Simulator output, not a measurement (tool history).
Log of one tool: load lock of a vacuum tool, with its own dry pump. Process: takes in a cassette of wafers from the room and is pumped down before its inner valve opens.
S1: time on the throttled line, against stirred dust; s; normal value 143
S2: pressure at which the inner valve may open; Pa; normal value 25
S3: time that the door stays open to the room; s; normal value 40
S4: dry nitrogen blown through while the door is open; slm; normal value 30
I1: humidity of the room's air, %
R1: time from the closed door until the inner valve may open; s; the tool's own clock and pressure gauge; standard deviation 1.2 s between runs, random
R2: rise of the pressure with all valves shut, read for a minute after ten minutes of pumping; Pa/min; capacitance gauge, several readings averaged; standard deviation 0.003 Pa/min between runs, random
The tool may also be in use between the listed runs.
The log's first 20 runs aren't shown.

Run 21, day 100.508: usual settings but S4 8 slm; I1 44.3. Result: R1 196.0 s, R2 0.091 Pa/min.
Run 22, day 107.271: usual settings but S1 268 s, S3 26 s; I1 44.2. Result: R1 304.9 s, R2 0.083 Pa/min.
Run 23, day 113.529: usual settings but S1 268 s, S3 26 s; I1 45.7. Result: R1 306.7 s, R2 0.076 Pa/min.
Run 24, day 118.762: usual settings but S1 268 s, S3 229 s; I1 43.4. Result: R1 300.9 s, R2 0.102 Pa/min.
Run 25, day 123.025: usual settings but S1 268 s, S2 18 Pa, S3 30 s; I1 47.7. Result: R1 306.7 s, R2 0.088 Pa/min.
Run 26, day 129.604: usual settings but S1 268 s, S2 22 Pa, S3 30 s, S4 20 slm; I1 44.3. Result: R1 311.4 s, R2 0.099 Pa/min.
Run 27, day 135.288: usual settings but S2 23 Pa, S4 31 slm; I1 44.2. Result: R1 199.0 s, R2 0.101 Pa/min.
Run 28, day 140.212: usual settings but S1 176 s; I1 43.0. Result: R1 227.8 s, R2 0.093 Pa/min.
Run 29, day 144.125: usual settings but S1 278 s, S2 18 Pa, S3 32 s, S4 12 slm; I1 45.3. Result: R1 314.5 s, R2 0.106 Pa/min.
Run 30, day 147.446: usual settings but S1 278 s, S2 18 Pa, S3 32 s, S4 12 slm; I1 46.5. Result: R1 314.2 s, R2 0.110 Pa/min.
Run 31, day 153.938: usual settings but S2 28 Pa, S3 87 s; I1 46.0. Result: R1 197.7 s, R2 0.112 Pa/min.
Run 32, day 158.992: usual settings but S4 21 slm; I1 47.5. Result: R1 198.4 s, R2 0.113 Pa/min.
Run 33, day 164.562: usual settings but S1 115 s, S3 28 s, S4 15 slm; I1 39.6. Result: R1 174.6 s, R2 0.108 Pa/min.
Run 34, day 169.279: usual settings but S2 30 Pa, S3 28 s; I1 47.7. Result: R1 195.8 s, R2 0.111 Pa/min.
Run 35, day 173.800: usual settings but S2 30 Pa, S3 28 s; I1 44.7. Result: R1 197.5 s, R2 0.111 Pa/min.
Run 36, day 177.138: usual settings but S2 30 Pa, S3 28 s; I1 43.8. Result: R1 194.6 s, R2 0.111 Pa/min.
Run 37, day 183.233: usual settings but S4 16 slm; I1 45.1. Result: R1 196.5 s, R2 0.119 Pa/min.

4 options for the next run, each taken on its own from the tool as it stands now. Forecast them:
Run A, day 188.575: usual settings but S2 20 Pa, S4 14 slm; I1 44.1. Result: R1 ?, R2 ?.
Run B, day 188.575: usual settings but S1 106 s; I1 44.3. Result: R1 ?, R2 ?.
Run C, day 188.575: usual settings but S4 9 slm; I1 42.7. Result: R1 ?, R2 ?.
Run D, day 188.575: usual settings but S1 108 s, S2 26 Pa, S4 11 slm; I1 45.1. Result: R1 ?, R2 ?.

run     R1     R2
  A  200.9  0.125
  B  166.8  0.117
  C  200.4  0.132
  D  167.5  0.124
The same runs, with their run-to-run variation unchanged, on a tool lacking any hidden condition would have given:
run     R1     R2
  A  197.6  0.030
  B  163.3  0.021
  C  197.2  0.035
  D  164.1  0.029
